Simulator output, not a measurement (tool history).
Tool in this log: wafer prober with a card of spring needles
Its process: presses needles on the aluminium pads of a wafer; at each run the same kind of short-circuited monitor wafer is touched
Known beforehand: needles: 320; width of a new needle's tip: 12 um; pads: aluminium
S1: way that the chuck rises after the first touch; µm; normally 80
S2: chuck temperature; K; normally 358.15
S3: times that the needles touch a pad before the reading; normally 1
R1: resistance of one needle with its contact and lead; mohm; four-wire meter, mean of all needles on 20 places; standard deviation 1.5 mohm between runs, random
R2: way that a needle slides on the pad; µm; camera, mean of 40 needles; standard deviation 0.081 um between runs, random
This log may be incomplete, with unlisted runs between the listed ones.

run     day  S1      S2  S3   R1     R2
  1   0.000  80  358.15   1  164  22.05
      0.183  -- tips cleaned on abrasive film
      0.362  -- tips cleaned on abrasive film
      0.592  -- tips cleaned on abrasive film
      0.817  -- tips cleaned on abrasive film
      0.996  -- tips cleaned on abrasive film
      1.225  -- tips cleaned on abrasive film
      1.404  -- tips cleaned on abrasive film
      1.588  -- tips cleaned on abrasive film
      1.771  -- tips cleaned on abrasive film
      1.950  -- tips cleaned on abrasive film
      2.133  -- tips cleaned on abrasive film
      2.317  -- tips cleaned on abrasive film
      2.542  -- tips cleaned on abrasive film
      2.767  -- tips cleaned on abrasive film
      2.992  -- tips cleaned on abrasive film
  2   3.017  80  306.15   1  157  21.64
      3.200  -- tips cleaned on abrasive film
      3.383  -- tips cleaned on abrasive film
      3.562  -- tips cleaned on abrasive film
      3.746  -- tips cleaned on abrasive film
      3.925  -- tips cleaned on abrasive film
      4.108  -- tips cleaned on abrasive film
      4.333  -- tips cleaned on abrasive film
      4.517  -- tips cleaned on abrasive film
      4.700  -- tips cleaned on abrasive film
      4.879  -- tips cleaned on abrasive film
  3   4.892  80  358.15   1  157  21.51
      5.075  -- tips cleaned on abrasive film
      5.258  -- tips cleaned on abrasive film
      5.438  -- tips cleaned on abrasive film
      5.621  -- tips cleaned on abrasive film
      5.846  -- tips cleaned on abrasive film
      6.029  -- tips cleaned on abrasive film
      6.208  -- tips cleaned on abrasive film
      6.438  -- tips cleaned on abrasive film
      6.662  -- tips cleaned on abrasive film
      6.888  -- tips cleaned on abrasive film
      7.071  -- tips cleaned on abrasive film
      7.296  -- tips cleaned on abrasive film
      7.479  -- tips cleaned on abrasive film
      7.662  -- tips cleaned on abrasive film
      7.675  -- height of the first contact set anew
  4   7.692  80  358.15   1  162  22.03
      7.871  -- tips cleaned on abrasive film
      8.054  -- tips cleaned on abrasive film
      8.279  -- tips cleaned on abrasive film
      8.508  -- tips cleaned on abrasive film
      8.733  -- tips cleaned on abrasive film
      8.958  -- tips cleaned on abrasive film
      9.183  -- tips cleaned on abrasive film
      9.412  -- tips cleaned on abrasive film
      9.638  -- tips cleaned on abrasive film
  5   9.738  80  358.15   1  191  21.98
      9.829  -- tips cleaned on abrasive film
     10.058  -- tips cleaned on abrasive film
     10.238  -- tips cleaned on abrasive film
     10.421  -- tips cleaned on abrasive film
     10.646  -- tips cleaned on abrasive film
     10.871  -- tips cleaned on abrasive film
     11.054  -- tips cleaned on abrasive film
     11.250  -- tips cleaned on abrasive film
  6  11.250  80  358.15   1  150  21.65
     11.475  -- tips cleaned on abrasive film
     11.658  -- tips cleaned on abrasive film
     11.838  -- tips cleaned on abrasive film
     12.021  -- tips cleaned on abrasive film
     12.200  -- tips cleaned on abrasive film
     12.429  -- tips cleaned on abrasive film
     12.608  -- tips cleaned on abrasive film
     12.838  -- tips cleaned on abrasive film
     13.062  -- tips cleaned on abrasive film
     13.288  -- tips cleaned on abrasive film
     13.471  -- tips cleaned on abrasive film
     13.696  -- tips cleaned on abrasive film
     13.879  -- tips cleaned on abrasive film
     14.058  -- tips cleaned on abrasive film
  7  14.217  80  358.15   1  207  21.52
     14.262  -- tips cleaned on abrasive film
     14.446  -- tips cleaned on abrasive film
     14.671  -- tips cleaned on abrasive film
     14.900  -- tips cleaned on abrasive film
     15.079  -- tips cleaned on abrasive film
     15.308  -- tips cleaned on abrasive film
     15.488  -- tips cleaned on abrasive film
     15.671  -- tips cleaned on abrasive film
     15.854  -- tips cleaned on abrasive film
     16.079  -- tips cleaned on abrasive film
     16.304  -- tips cleaned on abrasive film
     16.529  -- tips cleaned on abrasive film
     16.721  -- tips cleaned on abrasive film
  8  16.721  80  324.15   1  147  21.33
     16.912  -- height of the first contact set anew
     16.958  -- tips cleaned on abrasive film
     17.183  -- tips cleaned on abrasive film
     17.412  -- tips cleaned on abrasive film
     17.592  -- tips cleaned on abrasive film
     17.821  -- tips cleaned on abrasive film
     18.000  -- tips cleaned on abrasive film
     18.183  -- tips cleaned on abrasive film
     18.367  -- tips cleaned on abrasive film
     18.592  -- tips cleaned on abrasive film
     18.817  -- tips cleaned on abrasive film
     19.000  -- tips cleaned on abrasive film
     19.225  -- tips cleaned on abrasive film
     19.408  -- tips cleaned on abrasive film
     19.633  -- tips cleaned on abrasive film
     19.817  -- tips cleaned on abrasive film
  9  19.908  80  324.15   1  186  21.58
     20.004  -- tips cleaned on abrasive film
     20.183  -- tips cleaned on abrasive film
     20.367  -- tips cleaned on abrasive film
     20.592  -- tips cleaned on abrasive film
     20.775  -- tips cleaned on abrasive film
     20.958  -- tips cleaned on abrasive film
     21.138  -- tips cleaned on abrasive film
     21.362  -- tips cleaned on abrasive film
     21.546  -- tips cleaned on abrasive film
     21.729  -- tips cleaned on abrasive film
     21.954  -- tips cleaned on abrasive film
     22.179  -- tips cleaned on abrasive film
     22.408  -- tips cleaned on abrasive film
     22.633  -- tips cleaned on abrasive film
 10  22.700  80  358.15   2  170  21.51
     22.838  -- tips cleaned on abrasive film
     23.062  -- tips cleaned on abrasive film
     23.246  -- tips cleaned on abrasive film
     23.425  -- tips cleaned on abrasive film
     23.654  -- tips cleaned on abrasive film
     23.879  -- tips cleaned on abrasive film
     24.062  -- tips cleaned on abrasive film
     24.288  -- tips cleaned on abrasive film
     24.471  -- tips cleaned on abrasive film
 11  24.529  80  358.15   2  169  21.35
     24.667  -- tips cleaned on abrasive film
     24.850  -- tips cleaned on abrasive film
     25.029  -- tips cleaned on abrasive film
     25.258  -- tips cleaned on abrasive film
     25.438  -- tips cleaned on abrasive film
     25.667  -- tips cleaned on abrasive film
     25.846  -- tips cleaned on abrasive film
     26.029  -- tips cleaned on abrasive film
     26.175  -- height of the first contact set anew
     26.225  -- tips cleaned on abrasive film
     26.404  -- tips cleaned on abrasive film
     26.588  -- tips cleaned on abrasive film
     26.812  -- tips cleaned on abrasive film
     26.996  -- tips cleaned on abrasive film
     27.221  -- tips cleaned on abrasive film
     27.446  -- tips cleaned on abrasive film
     27.675  -- tips cleaned on abrasive film
 12  27.708  89  358.15   3  153  24.25
     27.892  -- tips cleaned on abrasive film
     28.117  -- tips cleaned on abrasive film
     28.300  -- tips cleaned on abrasive film
     28.525  -- tips cleaned on abrasive film
     28.708  -- tips cleaned on abrasive film
     28.892  -- tips cleaned on abrasive film
     29.117  -- tips cleaned on abrasive film
     29.342  -- tips cleaned on abrasive film
     29.525  -- tips cleaned on abrasive film
     29.704  -- tips cleaned on abrasive film
     29.933  -- tips cleaned on abrasive film
     30.112  -- tips cleaned on abrasive film
     30.342  -- tips cleaned on abrasive film
     30.521  -- tips cleaned on abrasive film
     30.704  -- tips cleaned on abrasive film
 13  30.754  89  358.15   2  162  24.03
     30.892  -- tips cleaned on abrasive film
     31.121  -- tips cleaned on abrasive film
     31.300  -- tips cleaned on abrasive film
     31.483  -- tips cleaned on abrasive film
     31.662  -- tips cleaned on abrasive film
     31.846  -- tips cleaned on abrasive film
     32.071  -- tips cleaned on abrasive film
 14  32.229  80  331.15   1  220  21.50
     32.279  -- tips cleaned on abrasive film
     32.462  -- tips cleaned on abrasive film
     32.688  -- tips cleaned on abrasive film
     32.871  -- tips cleaned on abrasive film
     33.096  -- tips cleaned on abrasive film
     33.321  -- tips cleaned on abrasive film
     33.546  -- tips cleaned on abrasive film
 15  33.571  80  358.15   1  169  21.40
     33.754  -- tips cleaned on abrasive film
     33.979  -- tips cleaned on abrasive film
     34.204  -- tips cleaned on abrasive film
     34.429  -- tips cleaned on abrasive film
     34.658  -- tips cleaned on abrasive film
     34.838  -- tips cleaned on abrasive film
     35.021  -- tips cleaned on abrasive film
     35.246  -- tips cleaned on abrasive film
     35.438  -- height of the first contact set anew
     35.488  -- tips cleaned on abrasive film
     35.667  -- tips cleaned on abrasive film
     35.850  -- tips cleaned on abrasive film
     36.075  -- tips cleaned on abrasive film
     36.296  -- tips cleaned on abrasive film
 16  36.296  80  358.15   1  154  21.91

Forecast each of these 3 alternatives for the next run:
     36.521  -- tips cleaned on abrasive film
     36.704  -- tips cleaned on abrasive film
     36.888  -- tips cleaned on abrasive film
     37.067  -- tips cleaned on abrasive film
     37.250  -- tips cleaned on abrasive film
     37.475  -- tips cleaned on abrasive film
     37.658  -- tips cleaned on abrasive film
     37.883  -- tips cleaned on abrasive film
     38.067  -- tips cleaned on abrasive film
     38.292  -- tips cleaned on abrasive film
     38.517  -- tips cleaned on abrasive film
     38.700  -- tips cleaned on abrasive film
     38.925  -- tips cleaned on abrasive film
  A  38.979  87  349.15   3   ?   ?
     36.521  -- tips cleaned on abrasive film
     36.704  -- tips cleaned on abrasive film
     36.888  -- tips cleaned on abrasive film
     37.067  -- tips cleaned on abrasive film
     37.250  -- tips cleaned on abrasive film
     37.475  -- tips cleaned on abrasive film
     37.658  -- tips cleaned on abrasive film
     37.883  -- tips cleaned on abrasive film
     38.067  -- tips cleaned on abrasive film
     38.292  -- tips cleaned on abrasive film
     38.517  -- tips cleaned on abrasive film
     38.700  -- tips cleaned on abrasive film
     38.925  -- tips cleaned on abrasive film
  B  38.979  99  319.15   1   ?   ?
     36.521  -- tips cleaned on abrasive film
     36.704  -- tips cleaned on abrasive film
     36.888  -- tips cleaned on abrasive film
     37.067  -- tips cleaned on abrasive film
     37.250  -- tips cleaned on abrasive film
     37.475  -- tips cleaned on abrasive film
     37.658  -- tips cleaned on abrasive film
     37.883  -- tips cleaned on abrasive film
     38.067  -- tips cleaned on abrasive film
     38.292  -- tips cleaned on abrasive film
     38.517  -- tips cleaned on abrasive film
     38.700  -- tips cleaned on abrasive film
     38.925  -- tips cleaned on abrasive film
  C  38.979  82  358.15   1   ?   ?

run   R1     R2
  A  162  23.76
  B  169  26.98
  C  184  22.17
Take away the tool's hidden state, keep each run's random variation, and the runs would have read:
run   R1     R2
  A  149  24.07
  B  139  27.29
  C  146  22.47
